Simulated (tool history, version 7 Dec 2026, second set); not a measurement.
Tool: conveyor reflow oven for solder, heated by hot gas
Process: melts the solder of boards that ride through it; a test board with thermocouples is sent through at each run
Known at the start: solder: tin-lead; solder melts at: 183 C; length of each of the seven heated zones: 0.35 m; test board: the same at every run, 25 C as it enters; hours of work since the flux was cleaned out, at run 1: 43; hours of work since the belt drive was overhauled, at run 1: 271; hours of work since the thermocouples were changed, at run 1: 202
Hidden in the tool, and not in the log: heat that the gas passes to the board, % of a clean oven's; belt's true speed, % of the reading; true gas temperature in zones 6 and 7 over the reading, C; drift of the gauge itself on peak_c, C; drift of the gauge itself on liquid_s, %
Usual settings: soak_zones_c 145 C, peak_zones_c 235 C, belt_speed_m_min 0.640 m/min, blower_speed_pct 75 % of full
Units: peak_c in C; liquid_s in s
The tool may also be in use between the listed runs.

run   hour  soak_zones_c  peak_zones_c  belt_speed_m_min  blower_speed_pct  hours of work since the flux was cleaned out  hours of work since the belt drive was overhauled  hours of work since the thermocouples were changed  peak_c  liquid_s
  1    0.0           145           235             0.640                75                                            43                                                271                                                 202   216.4      49.9
  2    8.7           145           235             0.640                75                                            47                                                275                                                 206   215.9      50.0
  3   16.3           159           235             0.640                75                                            50                                                279                                                 209   219.0      57.3
  4   30.9           159           235             0.640                75                                            57                                                285                                                 216   219.4      57.2
  5   48.8           145           235             0.640                66                                            65                                                294                                                 224   213.8      47.2
  6   60.9           145           235             0.640                66                                            71                                                299                                                 230   213.5      47.7
  7   76.3           145           235             0.640                66                                            78                                                306                                                 237   213.5      47.7
  8   90.6           145           235             0.640                66                                            85                                                313                                                 244   213.8      47.5
      95.6  -- belt drive overhauled, speed set with a stopwatch
  9  109.7           152           225             0.654                75                                            92                                                  7                                                 251   208.7      45.8
 10  117.8           152           225             0.654                75                                            95                                                 10                                                 254   208.5      45.7
 11  130.5           134           231             0.748                85                                           101                                                 16                                                 260   207.7      33.2
 12  138.4           134           231             0.748                85                                           105                                                 20                                                 264   207.3      33.2
 13  152.4           134           231             0.748                85                                           111                                                 26                                                 270   207.0      33.0
 14  160.6           145           230             0.640                75                                           115                                                 30                                                 274   212.1      47.0

Forecast each of these 5 alternatives for the next run:
  A  172.4           145           230             0.640                53                                           121                                                 36                                                 280       ?         ?
  B  172.4           159           230             0.640                75                                           121                                                 36                                                 280       ?         ?
  C  172.4           145           235             0.658                75                                           121                                                 36                                                 280       ?         ?
  D  172.4           145           235             0.640                75                                           121                                                 36                                                 280       ?         ?
  E  172.4           145           235             0.686                57                                           121                                                 36                                                 280       ?         ?

run  peak_c  liquid_s
  A   205.5      39.3
  B   214.7      55.3
  C   215.2      47.6
  D   215.9      50.2
  E   207.4      39.0
Without the tool's hidden state the same runs would have given:
run  peak_c  liquid_s
  A   205.5      39.3
  B   214.7      55.2
  C   215.3      47.5
  D   216.0      50.1
  E   207.5      39.0
